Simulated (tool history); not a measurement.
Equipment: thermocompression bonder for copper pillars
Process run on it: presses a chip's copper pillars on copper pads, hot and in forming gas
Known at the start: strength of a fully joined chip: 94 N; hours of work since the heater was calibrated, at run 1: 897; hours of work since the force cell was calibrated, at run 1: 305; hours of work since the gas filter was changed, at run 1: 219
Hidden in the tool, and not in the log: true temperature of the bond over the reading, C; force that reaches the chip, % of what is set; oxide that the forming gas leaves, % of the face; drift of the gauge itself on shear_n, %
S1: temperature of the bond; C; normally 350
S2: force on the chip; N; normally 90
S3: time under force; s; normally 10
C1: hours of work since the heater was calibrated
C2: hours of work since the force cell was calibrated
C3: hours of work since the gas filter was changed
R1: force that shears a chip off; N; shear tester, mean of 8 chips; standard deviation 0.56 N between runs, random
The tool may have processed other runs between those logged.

run   hour   S1   S2  S3    C1   C2   C3    R1
  1    0.0  350   90  10   897  305  219  57.7
  2    9.3  350   90  10   902  311  224  57.4
  3   19.3  379   90  10   909  317  231  65.8
  4   25.5  325   90  10   912  321  235  49.4
  5   36.8  325   90  10   920  328  242  50.0
  6   47.7  325   90  10   926  335  248  49.6
  7   59.5  350   90   6   934  342  256  48.7
  8   66.5  350   91  10   938  347  260  58.1
  9   75.1  350   90  10   943  352  265  56.7
 10   87.9  350   90  10   951  360  273  56.6
 11   99.5  349   90  10   959  367  281  57.1
 12  107.1  349   90  10   963  372  285  56.7
 13  119.3  349   90  10   971  380  293  55.2
 14  130.8  350  104  10   978  387  300  61.5
 15  142.0  350  104  10   985  394  307  61.7
 16  150.3  350   79   9   990  399  312  49.9
 17  158.4  350   79   9   995  404  317  49.6
 18  168.7  322   81   9  1002  410  324  42.2
 19  181.0  346   81   8  1009  418  331  47.5
 20  187.8  346   81   8  1014  422  336  47.3
 21  200.3  347  118  12  1021  430  343  67.6
 22  212.6  335   90  10  1029  438  351  52.1
 23  218.4  335  129   8  1033  441  355  61.4
 24  230.3  348   99   5  1040  449  362  48.6
 25  239.0  352   80   5  1046  454  368  41.4
     246.1  -- forming gas filter changed
 26  246.3  352  102  10  1050  458    0  64.8
 27  255.6  352  102  10  1056  464    6  65.7
 28  261.5  352  102  17  1059  468   10  73.1

Had the tool no unlogged condition, and each run kept its random variation, what would the results have been?
run    R1
  1  60.9
  2  60.6
  3  69.4
  4  52.4
  5  53.1
  6  52.8
  7  51.9
  8  61.7
  9  60.4
 10  60.4
 11  61.0
 12  60.7
 13  59.1
 14  65.8
 15  66.1
 16  53.7
 17  53.4
 18  45.8
 19  51.4
 20  51.2
 21  72.7
 22  56.4
 23  66.4
 24  52.8
 25  45.2
 26  66.1
 27  67.0
 28  74.4

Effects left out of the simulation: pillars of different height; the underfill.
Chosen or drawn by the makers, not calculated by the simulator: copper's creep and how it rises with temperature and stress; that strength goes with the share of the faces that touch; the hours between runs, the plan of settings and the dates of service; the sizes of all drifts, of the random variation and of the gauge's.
